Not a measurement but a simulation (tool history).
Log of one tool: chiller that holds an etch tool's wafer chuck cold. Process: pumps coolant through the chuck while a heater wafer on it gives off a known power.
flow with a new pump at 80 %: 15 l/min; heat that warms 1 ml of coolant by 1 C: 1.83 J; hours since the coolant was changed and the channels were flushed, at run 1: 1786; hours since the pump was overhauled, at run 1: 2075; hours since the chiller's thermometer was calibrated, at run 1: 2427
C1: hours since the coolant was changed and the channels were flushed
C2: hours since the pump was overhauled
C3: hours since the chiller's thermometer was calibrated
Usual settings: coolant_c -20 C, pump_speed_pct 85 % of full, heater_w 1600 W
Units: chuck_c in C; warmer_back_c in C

Run 1, hour 0: usual settings; C1 1786; C2 2075; C3 2427. Result: chuck_c -2.5 C, warmer_back_c 3.49 C.
Run 2, hour 29.9: usual settings; C1 1816; C2 2105; C3 2457. Result: chuck_c -2.6 C, warmer_back_c 3.48 C.
Run 3, hour 68.3: usual settings; C1 1855; C2 2143; C3 2495. Result: chuck_c -2.4 C, warmer_back_c 3.48 C.
Run 4, hour 113.9: usual settings; C1 1900; C2 2189; C3 2541. Result: chuck_c -2.3 C, warmer_back_c 3.54 C.
Run 5, hour 163.3: usual settings; C1 1949; C2 2238; C3 2590. Result: chuck_c -2.5 C, warmer_back_c 3.53 C.
Run 6, hour 191.8: usual settings but heater_w 1320 W; C1 1978; C2 2266; C3 2618. Result: chuck_c -5.2 C, warmer_back_c 2.88 C.
Run 7, hour 237.7: usual settings but pump_speed_pct 78 % of full; C1 2024; C2 2312; C3 2664. Result: chuck_c -1.5 C, warmer_back_c 3.83 C.
Run 8, hour 259.7: usual settings but pump_speed_pct 78 % of full, heater_w 830 W; C1 2046; C2 2334; C3 2686. Result: chuck_c -10 C, warmer_back_c 1.98 C.
Run 9, hour 307.3: usual settings but pump_speed_pct 93 % of full; C1 2093; C2 2382; C3 2734. Result: chuck_c -2.9 C, warmer_back_c 3.27 C.
Run 10, hour 359.1: usual settings but coolant_c -27 C; C1 2145; C2 2434; C3 2786. Result: chuck_c -9.1 C, warmer_back_c 3.54 C.
Run 11, hour 390.9: usual settings; C1 2177; C2 2466; C3 2818. Result: chuck_c -2 C, warmer_back_c 3.53 C.
Run 12, hour 421: usual settings; C1 2207; C2 2496; C3 2848. Result: chuck_c -1.8 C, warmer_back_c 3.52 C.
Run 13, hour 473.2: usual settings; C1 2259; C2 2548; C3 2900. Result: chuck_c -1.7 C, warmer_back_c 3.54 C.
Run 14, hour 506: usual settings; C1 2292; C2 2581; C3 2933. Result: chuck_c -1.8 C, warmer_back_c 3.52 C.
Run 15, hour 540.7: usual settings; C1 2327; C2 2615; C3 2967. Result: chuck_c -1.6 C, warmer_back_c 3.6 C.
Run 16, hour 564: usual settings but pump_speed_pct 92 % of full; C1 2350; C2 2639; C3 2991. Result: chuck_c -2.3 C, warmer_back_c 3.26 C.
Run 17, hour 610.7: usual settings but coolant_c -28 C, pump_speed_pct 90 % of full, heater_w 2264 W; C1 2397; C2 2685; C3 3037. Result: chuck_c -3 C, warmer_back_c 4.79 C.
Run 18, hour 662.5: usual settings but coolant_c -11 C, pump_speed_pct 87 % of full, heater_w 1186 W; C1 2449; C2 2737; C3 3089. Result: chuck_c 2.9 C, warmer_back_c 2.56 C.
Run 19, hour 692.2: usual settings but coolant_c -24 C, heater_w 1305 W; C1 2478; C2 2767; C3 3119. Result: chuck_c -8.8 C, warmer_back_c 2.93 C.
Run 20, hour 739.3: usual settings but coolant_c -28 C, pump_speed_pct 92 % of full, heater_w 1597 W; C1 2525; C2 2814; C3 3166. Result: chuck_c -10.1 C, warmer_back_c 3.28 C.
Run 21, hour 766.7: usual settings but coolant_c -28 C, pump_speed_pct 90 % of full, heater_w 844 W; C1 2553; C2 2841; C3 3193. Result: chuck_c -18 C, warmer_back_c 1.82 C.
Run 22, hour 804.9: usual settings but coolant_c -28 C, pump_speed_pct 90 % of full, heater_w 844 W; C1 2591; C2 2880; C3 3232. Result: chuck_c -18.1 C, warmer_back_c 1.81 C.
Run 23, hour 850: usual settings but pump_speed_pct 63 % of full, heater_w 844 W; C1 2636; C2 2925; C3 3277. Result: chuck_c -8.4 C, warmer_back_c 2.48 C.
Run 24, hour 881.6: usual settings but coolant_c -30 C, pump_speed_pct 63 % of full, heater_w 812 W; C1 2668; C2 2956; C3 3308. Result: chuck_c -18.8 C, warmer_back_c 2.42 C.
Run 25, hour 924.7: usual settings but coolant_c -30 C, pump_speed_pct 63 % of full, heater_w 812 W; C1 2711; C2 2999; C3 3351. Result: chuck_c -18.6 C, warmer_back_c 2.4 C.
At hour 959.6: coolant changed, channels flushed.
Run 26, hour 981.4: usual settings but coolant_c -30 C, pump_speed_pct 63 % of full, heater_w 812 W; C1 22; C2 3050; C3 3402. Result: chuck_c -20.2 C, warmer_back_c 2.43 C.
Run 27, hour 1003.6: usual settings but coolant_c -30 C, pump_speed_pct 63 % of full, heater_w 812 W; C1 44; C2 3072; C3 3424. Result: chuck_c -20.2 C, warmer_back_c 2.37 C.
Run 28, hour 1047.3: usual settings but coolant_c -24 C, pump_speed_pct 61 % of full, heater_w 1887 W; C1 88; C2 3116; C3 3468. Result: chuck_c -1.5 C, warmer_back_c 5.78 C.
Run 29, hour 1072.5: usual settings but coolant_c -24 C, pump_speed_pct 61 % of full, heater_w 1887 W; C1 113; C2 3141; C3 3493. Result: chuck_c -1.5 C, warmer_back_c 5.79 C.
Run 30, hour 1102.3: usual settings but coolant_c -24 C, pump_speed_pct 61 % of full, heater_w 1887 W; C1 143; C2 3171; C3 3523. Result: chuck_c -1.3 C, warmer_back_c 5.82 C.
Run 31, hour 1138.1: usual settings but coolant_c -24 C, pump_speed_pct 61 % of full, heater_w 1887 W; C1 178; C2 3207; C3 3559. Result: chuck_c -1.2 C, warmer_back_c 5.83 C.

Some steps in chuck_c between neighbouring runs. How much of each would the tool show without its hidden state too (settings, what came in, random variation), and how much is left for the hidden state, with any gauge scatter that isn't in both results?
The hidden state here: heat passed by the chuck's channels, % of clean ones'; flow at a given pump speed, % of a new pump's; coolant's true temperature over the reading, C; drift of the gauge itself on chuck_c, C; drift of the gauge itself on warmer_back_c, C.
Run 17 -> 18: coolant_c -28 -> -11, pump_speed_pct 90 -> 87, heater_w 2264 -> 1186. chuck_c +5.9 C: hidden state -1.6, all else +7.5.
Run 18 -> 19: coolant_c -11 -> -24, pump_speed_pct 87 -> 85, heater_w 1186 -> 1305. chuck_c -11.7 C: hidden state +0.2, all else -11.9.
Run 20 -> 21: pump_speed_pct 92 -> 90, heater_w 1597 -> 844. chuck_c -7.9 C: hidden state -1.4, all else -6.5.
Run 23 -> 24: coolant_c -20 -> -30, heater_w 844 -> 812. chuck_c -10.4 C: hidden state -0.1, all else -10.3.
Run 25 -> 26: coolant changed, channels flushed. chuck_c -1.6 C: hidden state -1.4, all else -0.2.
Run 27 -> 28: coolant_c -30 -> -24, pump_speed_pct 63 -> 61, heater_w 812 -> 1887. chuck_c +18.7 C: hidden state +0.7, all else +18.
